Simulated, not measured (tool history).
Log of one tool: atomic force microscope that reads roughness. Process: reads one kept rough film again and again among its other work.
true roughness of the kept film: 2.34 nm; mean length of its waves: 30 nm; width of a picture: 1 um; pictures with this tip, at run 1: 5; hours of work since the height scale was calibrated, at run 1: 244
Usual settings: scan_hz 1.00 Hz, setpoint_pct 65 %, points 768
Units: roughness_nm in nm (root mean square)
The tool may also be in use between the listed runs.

| run | hour | scan_hz | setpoint_pct | points | pictures with this tip | hours of work since the height scale was calibrated | roughness_nm |
|---|---|---|---|---|---|---|---|
| 1 | 0.0 | 1.00 | 65 | 768 | 5 | 244 | 2.056 |
| 2 | 7.7 | 1.00 | 65 | 768 | 22 | 250 | 2.038 |
| 3 | 15.8 | 1.00 | 65 | 768 | 39 | 256 | 2.024 |
| 4 | 25.7 | 1.00 | 72 | 768 | 60 | 264 | 1.997 |
| 5 | 33.8 | 1.00 | 65 | 768 | 78 | 270 | 2.008 |
| 6 | 41.9 | 1.00 | 65 | 768 | 95 | 276 | 1.984 |
| 7 | 48.1 | 1.00 | 65 | 768 | 108 | 281 | 1.974 |
| 8 | 55.6 | 1.00 | 83 | 768 | 124 | 287 | 1.903 |
| 9 | 65.9 | 1.00 | 83 | 768 | 146 | 295 | 1.876 |
| 10 | 72.6 | 1.00 | 83 | 768 | 161 | 300 | 1.879 |
| 11 | 80.4 | 1.00 | 83 | 768 | 177 | 306 | 1.853 |
| 12 | 90.8 | 1.00 | 65 | 326 | 200 | 314 | 1.920 |
| 13 | 99.1 | 1.00 | 65 | 768 | 218 | 321 | 1.929 |
| 14 | 107.5 | 1.00 | 65 | 768 | 235 | 327 | 1.907 |
| 15 | 113.2 | 1.00 | 65 | 612 | 248 | 332 | 1.899 |
| 16 | 119.0 | 2.29 | 65 | 768 | 260 | 336 | 1.838 |
| 17 | 123.4 | 1.00 | 87 | 768 | 270 | 339 | 1.784 |
| 18 | 130.5 | 1.00 | 85 | 723 | 285 | 345 | 1.798 |
| 19 | 135.4 | 1.00 | 82 | 768 | 295 | 349 | 1.812 |
|  | 141.8 | new tip fitted |
| 20 | 144.9 | 1.39 | 69 | 697 | 6 | 356 | 2.000 |
| 21 | 149.4 | 1.52 | 72 | 557 | 16 | 359 | 1.958 |
| 22 | 159.4 | 1.52 | 72 | 557 | 37 | 367 | 1.969 |
| 23 | 168.7 | 1.52 | 72 | 557 | 57 | 374 | 1.947 |
| 24 | 179.0 | 1.52 | 72 | 557 | 80 | 382 | 1.925 |
| 25 | 189.3 | 1.52 | 72 | 557 | 101 | 390 | 1.903 |
| 26 | 197.8 | 2.83 | 58 | 768 | 120 | 397 | 1.920 |
| 27 | 207.8 | 2.83 | 58 | 768 | 141 | 404 | 1.927 |
| 28 | 216.8 | 1.00 | 65 | 684 | 160 | 411 | 1.927 |
| 29 | 221.3 | 1.24 | 60 | 768 | 170 | 415 | 1.950 |
| 30 | 228.4 | 1.99 | 60 | 262 | 185 | 420 | 1.873 |
| 31 | 238.4 | 1.99 | 65 | 298 | 207 | 428 | 1.863 |
| 32 | 243.6 | 1.49 | 65 | 514 | 218 | 432 | 1.882 |
| 33 | 248.2 | 0.76 | 59 | 938 | 228 | 436 | 1.921 |

The same runs without the tool's hidden state, with the same run-to-run variation:
The hidden state here: radius of the tip, nm; height scale over the true one, %; drift of the gauge itself on roughness_nm, %.
| run | roughness_nm |
|---|---|
| 1 | 2.072 |
| 2 | 2.065 |
| 3 | 2.063 |
| 4 | 2.049 |
| 5 | 2.070 |
| 6 | 2.056 |
| 7 | 2.055 |
| 8 | 1.991 |
| 9 | 1.975 |
| 10 | 1.987 |
| 11 | 1.971 |
| 12 | 2.054 |
| 13 | 2.075 |
| 14 | 2.062 |
| 15 | 2.060 |
| 16 | 2.003 |
| 17 | 1.949 |
| 18 | 1.973 |
| 19 | 1.994 |
| 20 | 2.028 |
| 21 | 1.992 |
| 22 | 2.016 |
| 23 | 2.006 |
| 24 | 1.998 |
| 25 | 1.989 |
| 26 | 2.017 |
| 27 | 2.036 |
| 28 | 2.047 |
| 29 | 2.078 |
| 30 | 2.006 |
| 31 | 2.008 |
| 32 | 2.036 |
| 33 | 2.084 |
